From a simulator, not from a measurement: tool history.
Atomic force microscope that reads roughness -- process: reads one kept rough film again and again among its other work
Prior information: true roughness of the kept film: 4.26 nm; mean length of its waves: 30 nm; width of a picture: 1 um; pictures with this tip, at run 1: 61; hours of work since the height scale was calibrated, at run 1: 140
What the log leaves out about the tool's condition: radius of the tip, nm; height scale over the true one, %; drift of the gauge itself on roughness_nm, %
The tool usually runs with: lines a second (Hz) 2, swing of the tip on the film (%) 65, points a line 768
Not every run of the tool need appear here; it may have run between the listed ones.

run,hour,lines a second (Hz),swing of the tip on the film (%),points a line,pictures with this tip,hours of work since the height scale was calibrated,roughness of the kept film (nm (root mean square))
1,0,2,65,768,61,140,3.257
2,13.8,2,65,768,72,147,3.196
3,28.5,2,65,768,83,154,3.164
4,45.7,2,65,768,97,162,3.049
5,59.8,2,65,768,108,168,2.998
6,72.9,2,65,768,118,174,2.954
# hour 77.1: new tip fitted
7,85.4,2,65,768,6,180,3.652
8,98.9,2,65,768,17,186,3.603
9,111.4,2,65,768,27,192,3.511
10,129.2,2,65,768,41,201,3.41
11,146,2,65,768,54,209,3.305
12,156.8,2,65,768,62,214,3.283
13,164,2,65,768,68,217,3.229
14,171.8,2,65,768,74,221,3.205
15,187.1,2,65,768,86,228,3.13
16,196.8,2,65,768,93,232,3.091
17,206.7,2,65,634,101,237,3.053
18,223.1,2,65,634,114,245,2.989
# hour 232.8: new tip fitted
19,238.5,2,65,634,5,252,3.65
20,255.3,2,65,634,18,260,3.553
21,263.8,2,65,628,24,264,3.509
22,279.5,0.68,65,830,37,271,3.531
23,287.5,0.68,65,830,43,275,3.517
24,297.9,0.68,65,830,51,280,3.427
25,315.1,2,79,815,65,288,3.125
26,325.1,2,79,815,72,293,3.059
27,335.4,0.62,84,281,80,297,3.141
28,345.6,0.62,84,281,88,302,3.057
29,359.4,0.68,70,768,99,309,3.118
30,369.2,0.55,83,768,107,313,3.042
31,377.8,1.19,68,612,113,317,3.011
32,385.9,1.02,80,612,120,321,2.927
# hour 387.4: new tip fitted
33,403.6,3.91,72,683,12,329,3.335

Hidden state or all else? Some run-to-run changes of roughness of the kept film (nm (root mean square)), split into what the settings, what came in and random variation would give without the hidden state, and what is left for the hidden state (with any gauge scatter that isn't in both results):
Run 6 -> 7: new tip fitted. roughness of the kept film (nm (root mean square)) +0.698: hidden state +0.714, all else -0.016.
Run 18 -> 19: new tip fitted. roughness of the kept film (nm (root mean square)) +0.661: hidden state +0.675, all else -0.014.
Run 32 -> 33: lines a second (Hz) 1.02 -> 3.91, swing of the tip on the film (%) 80 -> 72, points a line 612 -> 683, new tip fitted. roughness of the kept film (nm (root mean square)) +0.408: hidden state +0.659, all else -0.251.
